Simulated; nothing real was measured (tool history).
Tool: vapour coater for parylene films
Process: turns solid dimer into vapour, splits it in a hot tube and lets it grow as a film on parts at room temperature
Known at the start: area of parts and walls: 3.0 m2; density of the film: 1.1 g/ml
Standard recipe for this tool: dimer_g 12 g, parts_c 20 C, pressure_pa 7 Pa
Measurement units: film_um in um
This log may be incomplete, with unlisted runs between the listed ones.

run    hour  dimer_g  parts_c  pressure_pa  film_um
  1       0       12       20            7     1.82
  2    74.4       12       20            7     1.79
  3   120.1       12       20            7      1.8
  4   152.7       12       20            7     1.79
  5   195.4       12       20            7     1.78
      255.8  -- trap's valve overhauled
  6     277       12       20            7     1.91
  7   321.6       12       20            7      1.9
      327.6  -- table's thermometer calibrated
  8     375       12       20            7      1.9
  9   444.1       16       20            7     2.47
 10   482.8       16       20            7     2.49
 11   541.5       16       20            7     2.46
      564.8  -- table's thermometer calibrated, once more
 12   594.8       16       20            7     2.45
 13   660.2       17       12            7     3.25
 14   735.4       17       12            7     3.18
 15   787.9        5       20            7     0.74
        859  -- trap's valve overhauled
 16     864        5       20            7     0.81
 17   935.3        5       20         4.91     0.85
 18  1004.9        5       20         4.91     0.85
 19  1050.8        8       29         7.08     0.97
 20  1094.9        8       29         7.08     0.96

Alternative continuations, all from the tool just after run 20; predict every row:
  A  1138.8        7       27         7.08        ?
  B  1138.8        6       12         7.08        ?
  C  1138.8        8       26         8.05        ?

run  film_um
  A     0.87
  B     1.16
  C     0.99
Without the tool's hidden state the same runs would have given:
run  film_um
  A     0.91
  B     1.21
  C     1.03
